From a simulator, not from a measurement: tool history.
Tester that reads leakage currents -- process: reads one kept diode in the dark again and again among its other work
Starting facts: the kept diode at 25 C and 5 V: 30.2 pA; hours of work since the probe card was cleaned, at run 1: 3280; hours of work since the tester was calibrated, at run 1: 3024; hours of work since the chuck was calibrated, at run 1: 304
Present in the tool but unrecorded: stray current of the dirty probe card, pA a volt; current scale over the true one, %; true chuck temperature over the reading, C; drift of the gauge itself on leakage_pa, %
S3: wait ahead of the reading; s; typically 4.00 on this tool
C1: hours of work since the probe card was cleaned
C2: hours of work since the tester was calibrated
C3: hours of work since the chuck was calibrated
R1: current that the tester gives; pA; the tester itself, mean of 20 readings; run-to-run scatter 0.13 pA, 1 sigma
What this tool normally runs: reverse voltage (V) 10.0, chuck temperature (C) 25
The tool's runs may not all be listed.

run 1 hour=0.0 | reverse_voltage_(V)=10.0 chuck_temperature_(C)=25 S3=4.00 | C1=3280 C2=3024 C3=304 | R1=72.61
-- hour=204.2 probe card cleaned and baked
run 2 hour=222.6 | reverse_voltage_(V)=10.0 chuck_temperature_(C)=25 S3=9.18 | C1=13 C2=3185 C3=465 | R1=43.87
-- hour=314.4 chuck's temperature calibrated
run 3 hour=422.1 | reverse_voltage_(V)=10.0 chuck_temperature_(C)=25 S3=4.00 | C1=158 C2=3330 C3=79 | R1=42.63
run 4 hour=549.1 | reverse_voltage_(V)=10.0 chuck_temperature_(C)=25 S3=5.02 | C1=251 C2=3423 C3=172 | R1=44.25
run 5 hour=654.9 | reverse_voltage_(V)=10.0 chuck_temperature_(C)=25 S3=4.00 | C1=329 C2=3500 C3=250 | R1=45.64
run 6 hour=800.5 | reverse_voltage_(V)=10.0 chuck_temperature_(C)=25 S3=4.00 | C1=436 C2=3607 C3=357 | R1=47.41
-- hour=950.2 tester calibrated
run 7 hour=976.2 | reverse_voltage_(V)=10.0 chuck_temperature_(C)=25 S3=4.00 | C1=563 C2=19 C3=484 | R1=48.55
-- hour=1033.5 chuck's temperature calibrated
run 8 hour=1204.9 | reverse_voltage_(V)=10.0 chuck_temperature_(C)=25 S3=4.00 | C1=730 C2=185 C3=126 | R1=48.20
run 9 hour=1460.1 | reverse_voltage_(V)=10.0 chuck_temperature_(C)=25 S3=0.50 | C1=917 C2=373 C3=313 | R1=55.50
run 10 hour=1611.7 | reverse_voltage_(V)=10.0 chuck_temperature_(C)=25 S3=4.00 | C1=1028 C2=484 C3=424 | R1=53.06
-- hour=1752.4 chuck's temperature calibrated
run 11 hour=1833.6 | reverse_voltage_(V)=10.0 chuck_temperature_(C)=25 S3=4.00 | C1=1189 C2=645 C3=60 | R1=51.25
run 12 hour=2084.3 | reverse_voltage_(V)=10.0 chuck_temperature_(C)=25 S3=4.00 | C1=1373 C2=829 C3=243 | R1=54.82
run 13 hour=2282.6 | reverse_voltage_(V)=10.0 chuck_temperature_(C)=25 S3=4.00 | C1=1519 C2=974 C3=389 | R1=56.96
-- hour=2469.4 chuck's temperature calibrated
run 14 hour=2521.9 | reverse_voltage_(V)=10.0 chuck_temperature_(C)=25 S3=4.00 | C1=1693 C2=1148 C3=38 | R1=55.75
run 15 hour=2740.9 | reverse_voltage_(V)=2.6 chuck_temperature_(C)=25 S3=4.00 | C1=1853 C2=1309 C3=199 | R1=28.95
run 16 hour=2993.8 | reverse_voltage_(V)=2.6 chuck_temperature_(C)=25 S3=4.00 | C1=2039 C2=1495 C3=385 | R1=30.22
run 17 hour=3109.6 | reverse_voltage_(V)=4.2 chuck_temperature_(C)=27 S3=2.38 | C1=2124 C2=1580 C3=470 | R1=45.28
-- hour=3181.7 chuck's temperature calibrated
run 18 hour=3296.6 | reverse_voltage_(V)=4.2 chuck_temperature_(C)=27 S3=2.38 | C1=2259 C2=1715 C3=84 | R1=43.23
run 19 hour=3470.3 | reverse_voltage_(V)=3.7 chuck_temperature_(C)=48 S3=1.23 | C1=2387 C2=1843 C3=212 | R1=195.41
run 20 hour=3721.6 | reverse_voltage_(V)=4.4 chuck_temperature_(C)=25 S3=0.64 | C1=2571 C2=2027 C3=396 | R1=42.56
run 21 hour=3866.7 | reverse_voltage_(V)=4.4 chuck_temperature_(C)=25 S3=0.64 | C1=2678 C2=2133 C3=502 | R1=44.03
-- hour=3895.9 chuck's temperature calibrated
run 22 hour=4047.2 | reverse_voltage_(V)=4.4 chuck_temperature_(C)=25 S3=0.64 | C1=2809 C2=2264 C3=111 | R1=42.53
run 23 hour=4179.0 | reverse_voltage_(V)=4.4 chuck_temperature_(C)=25 S3=0.64 | C1=2905 C2=2361 C3=208 | R1=43.62
run 24 hour=4364.3 | reverse_voltage_(V)=3.7 chuck_temperature_(C)=36 S3=0.74 | C1=3041 C2=2497 C3=344 | R1=85.55
-- hour=4617.0 chuck's temperature calibrated
run 25 hour=4617.0 | reverse_voltage_(V)=13.8 chuck_temperature_(C)=26 S3=1.34 | C1=3225 C2=2681 C3=0 | R1=91.42
run 26 hour=4849.7 | reverse_voltage_(V)=4.2 chuck_temperature_(C)=26 S3=8.13 | C1=3396 C2=2851 C3=171 | R1=44.80
-- hour=4897.7 probe card cleaned and baked
run 27 hour=5038.7 | reverse_voltage_(V)=3.3 chuck_temperature_(C)=54 S3=0.53 | C1=103 C2=2988 C3=307 | R1=286.47
run 28 hour=5221.3 | reverse_voltage_(V)=3.3 chuck_temperature_(C)=54 S3=0.53 | C1=237 C2=3122 C3=441 | R1=290.43
-- hour=5340.6 chuck's temperature calibrated
run 29 hour=5458.3 | reverse_voltage_(V)=1.0 chuck_temperature_(C)=26 S3=4.00 | C1=410 C2=3294 C3=86 | R1=18.76
run 30 hour=5595.8 | reverse_voltage_(V)=5.9 chuck_temperature_(C)=25 S3=4.00 | C1=511 C2=3395 C3=187 | R1=37.20

Run 31, settings as shown, results not yet in. Your forecast:
run 31 hour=5799.9 | reverse_voltage_(V)=1.2 chuck_temperature_(C)=25 S3=0.32 | C1=660 C2=3545 C3=337 | R1=?

R1: 20.44 pA
If the tool had no hidden condition, the same run with the same run-to-run variation would have returned R1 18.15 pA.

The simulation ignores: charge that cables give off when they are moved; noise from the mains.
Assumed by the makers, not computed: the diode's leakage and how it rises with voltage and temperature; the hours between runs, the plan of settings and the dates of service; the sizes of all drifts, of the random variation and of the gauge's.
